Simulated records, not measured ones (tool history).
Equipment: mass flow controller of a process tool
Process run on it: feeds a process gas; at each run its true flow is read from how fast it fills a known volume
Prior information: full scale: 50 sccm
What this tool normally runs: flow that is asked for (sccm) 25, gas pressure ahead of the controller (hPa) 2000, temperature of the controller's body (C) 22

run,day,flow that is asked for (sccm),gas pressure ahead of the controller (hPa),temperature of the controller's body (C),true flow (%)
1,0,25,2000,22,103.18
2,13.879,25,2000,22,103.21
3,21.362,25,2000,22,103.39
4,31.975,25,2000,34,102.91
5,43.512,25,2000,34,102.98
6,56.083,25,2000,22,103.81
7,71.892,25,2080,22,104.07
# day 81.525: controller's zero set anew
8,84.038,25,2080,22,101.36
9,92.683,25,2080,22,101.41
10,108.667,25,2080,22,101.57
11,123.604,25,2000,21,101.81
12,130.85,25,2000,22,101.87
13,148.15,25,2000,22,102.05
14,158.642,25,2000,22,102.03
15,169.904,25,2000,22,102.07
16,182.275,25,2000,22,102.42
17,198.742,25,2000,22,102.64
18,210.954,29,2000,22,102.83
19,225.217,25,2440,29,102.73
20,233.679,12,2000,29,103.16
21,246.804,12,2000,29,103.38
22,255.192,47,2730,29,104.22
23,267.296,9,1410,29,104.41
24,281.471,9,1410,29,104.61
25,288.562,21,1720,22,103.57
26,305.279,21,1720,22,103.73
27,322.629,21,1720,22,104.19
28,333.496,39,1690,22,104.12
29,349.229,39,2160,26,104.57
30,363.2,25,1690,22,104.41
31,379.438,25,2500,22,105.04
32,389.554,7,1590,21,109.83
33,398.1,7,1590,21,110.02

Each row is a separate what-if for the run after 33, all from the same tool condition, not one after another. Results?
A,413.546,25,2670,31,?
B,413.546,11,1590,20,?
C,413.546,7,2160,26,?

run,true flow (%)
A,105.06
B,107.43
C,110.82
What these runs would have given with no unlogged condition in the tool:
run,true flow (%)
A,98.33
B,97.29
C,97.19

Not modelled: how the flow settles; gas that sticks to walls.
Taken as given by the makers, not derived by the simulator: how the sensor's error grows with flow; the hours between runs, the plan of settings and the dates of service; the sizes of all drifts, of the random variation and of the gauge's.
